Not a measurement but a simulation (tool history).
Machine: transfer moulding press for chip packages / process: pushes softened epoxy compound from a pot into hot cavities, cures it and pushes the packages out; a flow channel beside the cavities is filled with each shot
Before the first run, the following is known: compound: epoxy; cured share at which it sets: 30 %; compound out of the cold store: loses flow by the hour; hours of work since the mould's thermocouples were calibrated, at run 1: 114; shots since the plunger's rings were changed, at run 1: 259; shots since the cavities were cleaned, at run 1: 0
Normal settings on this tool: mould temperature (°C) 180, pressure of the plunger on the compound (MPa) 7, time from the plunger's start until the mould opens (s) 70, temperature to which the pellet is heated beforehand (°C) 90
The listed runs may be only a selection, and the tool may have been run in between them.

run,hour,mould temperature (°C),pressure of the plunger on the compound (MPa),time from the plunger's start until the mould opens (s),temperature to which the pellet is heated beforehand (°C),hours of work since the mould's thermocouples were calibrated,shots since the plunger's rings were changed,shots since the cavities were cleaned,incoming compound's hours out of the cold store,length that the compound runs in the flow channel (mm),greatest force on the pins that push the packages out (N)
1,0,180,7,70,90,114,259,0,46.1,511,457
2,12.2,180,7,70,90,122,416,157,39.3,526,456
3,21.3,180,7,70,90,127,533,274,45.1,514,457
4,28.9,180,7,70,90,132,631,372,36.1,529,470
5,44.6,180,7,70,90,141,834,575,15.7,569,497
6,58.9,180,7,70,90,150,1018,759,28.8,545,470
7,72.1,180,7,70,90,158,1188,929,11.3,573,499
# hour 78.3: cavities cleaned with cleaning compound and waxed
8,85.6,180,7,87,90,165,1343,94,34.4,534,293
9,93,180,7,87,90,170,1438,189,27.1,549,299
10,106.2,180,7,87,90,178,1609,360,36.7,529,290
11,112.6,180,7,87,90,181,1692,443,13.6,571,311
12,123.3,180,7,87,90,188,1829,580,38.2,528,290
13,131.8,180,7,87,90,193,1939,690,27.2,548,295
14,142,180,7,87,90,199,2070,821,37.8,528,297
15,151.1,180,6.68,70,90,205,2188,939,40.5,508,459
# hour 155.9: cavities cleaned with cleaning compound and waxed
16,166.7,180,6.68,70,90,213,2369,139,23.8,540,465
17,181.8,184,5.64,70,90,222,2564,334,39.5,463,372
18,191,176,6.94,55,82,228,2683,453,8.2,589,1171
19,204.3,176,6.94,55,82,236,2854,624,11.2,582,1105
20,219,176,6.27,55,96,245,3044,814,37.2,508,1008
21,230.8,181,5.24,76,97,252,3196,966,38.8,453,354
# hour 234.2: cavities cleaned with cleaning compound and waxed
22,247.5,180,6.33,58,91,261,3391,171,40.3,498,766
23,262.5,180,6.33,58,86,270,3585,365,34.6,509,763
24,276.3,173,7,70,90,278,3764,544,33.5,551,733
25,291.8,180,7.28,70,90,288,3962,742,17.1,578,473
26,300.6,180,7.28,70,90,293,4076,856,41.6,530,459
# hour 312.6: cavities cleaned with cleaning compound and waxed
27,313.1,180,6.51,70,95,300,4218,6,28.3,525,456
28,327.8,180,6.51,70,95,308,4407,195,20.3,536,444
29,336.3,180,6.51,70,95,313,4517,305,38,506,476

4 ways to go on from here, each from the tool as it stands after run 29. What would each give?
# hour 346.1: plunger's sealing rings changed
A,346.1,185,5.83,70,94,318,0,400,38.5,?,?
# hour 346.1: plunger's sealing rings changed
B,346.1,180,7.02,70,99,318,0,400,44.6,?,?
# hour 346.1: plunger's sealing rings changed
C,346.1,180,6.51,59,95,318,0,400,12.6,?,?
# hour 346.1: plunger's sealing rings changed
D,346.1,180,7.33,70,90,318,0,400,31,?,?

run,length that the compound runs in the flow channel (mm),greatest force on the pins that push the packages out (N)
A,470,341
B,516,425
C,554,762
D,547,466
Take away the tool's hidden state, keep each run's random variation, and the runs would have read:
run,length that the compound runs in the flow channel (mm),greatest force on the pins that push the packages out (N)
A,470,340
B,516,422
C,554,758
D,547,464
